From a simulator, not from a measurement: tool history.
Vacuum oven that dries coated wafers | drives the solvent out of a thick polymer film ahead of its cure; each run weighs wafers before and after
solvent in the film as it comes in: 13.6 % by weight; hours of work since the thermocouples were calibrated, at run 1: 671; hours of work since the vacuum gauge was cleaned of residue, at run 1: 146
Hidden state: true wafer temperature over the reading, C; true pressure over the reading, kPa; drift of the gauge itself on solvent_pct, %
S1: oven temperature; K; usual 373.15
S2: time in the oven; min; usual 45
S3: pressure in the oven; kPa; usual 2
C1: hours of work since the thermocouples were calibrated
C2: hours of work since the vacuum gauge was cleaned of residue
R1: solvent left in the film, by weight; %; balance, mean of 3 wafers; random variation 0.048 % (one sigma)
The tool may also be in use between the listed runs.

run 1 hour=0 | S1=373.15 S2=45 S3=2 | C1=671 C2=146 | R1=2.29
run 2 hour=42.5 | S1=373.15 S2=45 S3=2 | C1=699 C2=175 | R1=2.3
run 3 hour=110.6 | S1=373.15 S2=45 S3=2 | C1=746 C2=221 | R1=2.27
run 4 hour=145.1 | S1=373.15 S2=45 S3=2 | C1=769 C2=244 | R1=2.32
-- hour=167.2 oven's thermocouples calibrated
run 5 hour=192.9 | S1=373.15 S2=45 S3=2 | C1=17 C2=275 | R1=2.51
run 6 hour=241.6 | S1=373.15 S2=45 S3=2 | C1=50 C2=308 | R1=2.43
run 7 hour=305.6 | S1=373.15 S2=45 S3=2 | C1=94 C2=351 | R1=2.51
run 8 hour=369.4 | S1=373.15 S2=28 S3=2 | C1=137 C2=394 | R1=4.04
run 9 hour=438.1 | S1=369.15 S2=22 S3=2 | C1=183 C2=441 | R1=6.15
run 10 hour=474.7 | S1=364.15 S2=42 S3=1.92 | C1=208 C2=466 | R1=5.19
-- hour=517.7 oven's thermocouples calibrated, once more
run 11 hour=534.3 | S1=360.15 S2=43 S3=3.09 | C1=11 C2=504 | R1=6.14
run 12 hour=575.4 | S1=373.15 S2=45 S3=1 | C1=39 C2=532 | R1=1.57

Measured less the same run without the tool's hidden state. The same run-to-run variation is in both; the gauge's scatter may not be:
run=1 R1=+0.27
run=2 R1=+0.29
run=3 R1=+0.3
run=4 R1=+0.31
run=5 R1=+0.51
run=6 R1=+0.52
run=7 R1=+0.53
run=8 R1=+0.69
run=9 R1=+0.72
run=10 R1=+0.77
run=11 R1=+0.05
run=12 R1=+0.05
